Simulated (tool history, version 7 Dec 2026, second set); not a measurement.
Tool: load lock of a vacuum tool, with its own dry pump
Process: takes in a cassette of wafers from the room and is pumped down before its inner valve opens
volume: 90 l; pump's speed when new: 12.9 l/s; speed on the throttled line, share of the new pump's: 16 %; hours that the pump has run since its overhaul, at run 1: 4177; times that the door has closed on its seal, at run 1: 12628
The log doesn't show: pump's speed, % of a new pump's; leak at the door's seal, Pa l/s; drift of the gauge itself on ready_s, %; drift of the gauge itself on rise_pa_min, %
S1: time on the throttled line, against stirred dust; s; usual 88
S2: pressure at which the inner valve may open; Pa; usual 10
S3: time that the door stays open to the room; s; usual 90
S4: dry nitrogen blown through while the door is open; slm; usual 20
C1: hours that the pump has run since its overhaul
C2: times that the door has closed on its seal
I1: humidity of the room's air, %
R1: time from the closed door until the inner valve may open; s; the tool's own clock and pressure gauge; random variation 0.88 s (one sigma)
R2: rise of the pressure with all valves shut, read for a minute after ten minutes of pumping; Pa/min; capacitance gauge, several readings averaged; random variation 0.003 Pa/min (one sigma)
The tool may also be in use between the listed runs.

run	hour	S1	S2	S3	S4	C1	C2	I1	R1	R2
1	0	88	10	90	20	4177	12628	47.5	145.4	0.045
2	660.7	88	10	90	20	4838	15436	43.2	145.1	0.051
3	1012.8	88	19	90	20	5190	16933	44.2	140.3	0.056
4	1637.4	88	19	90	20	5814	19587	46.1	142.5	0.06
5	1933.5	52	10	90	20	6110	20846	44.2	120.1	0.062
6	2612	52	10	90	20	6789	23730	49.8	120.5	0.072
7	2914.3	52	10	90	20	7091	25014	44.4	121.7	0.069
8	3503	88	10	90	20	7680	27517	47.5	152.9	0.087
9	4165.2	88	10	35	20	8342	30331	44.5	153.9	0.081
10	4841.6	150	8	90	4	9019	33206	45.5	203.7	0.115
# hour 4903.1: dry pump taken out, an overhauled one fitted
11	5247	88	10	81	20	344	34904	44.3	140.5	0.112
12	5567	157	8	113	20	664	36264	45.7	198.7	0.114
13	6109.5	110	10	44	20	1206	38570	43.7	157.6	0.114
14	6507.2	161	10	33	20	1604	40260	44.3	202	0.123
15	7158.3	161	12	33	20	2255	43028	46.3	200.1	0.136
16	7587.1	85	13	196	11	2684	44850	40.5	137.3	0.163
17	8304.9	137	10	90	25	3402	47901	44.9	180.3	0.162

Forecast each of these 5 alternatives for the next run:
A	8613.8	164	10	131	25	3711	49214	48.5	?	?
B	8613.8	142	9	90	6	3711	49214	46.1	?	?
C	8613.8	64	8	90	6	3711	49214	46.1	?	?
D	8613.8	88	8	90	8	3711	49214	41.3	?	?
E	8613.8	127	10	102	20	3711	49214	45.9	?	?

run	R1	R2
A	206.1	0.173
B	188.6	0.175
C	125.9	0.177
D	145.9	0.17
E	179	0.17
Without the tool's hidden state the same runs would have given:
run	R1	R2
A	201.9	0.025
B	183.8	0.031
C	119.6	0.03
D	140	0.025
E	173.9	0.021

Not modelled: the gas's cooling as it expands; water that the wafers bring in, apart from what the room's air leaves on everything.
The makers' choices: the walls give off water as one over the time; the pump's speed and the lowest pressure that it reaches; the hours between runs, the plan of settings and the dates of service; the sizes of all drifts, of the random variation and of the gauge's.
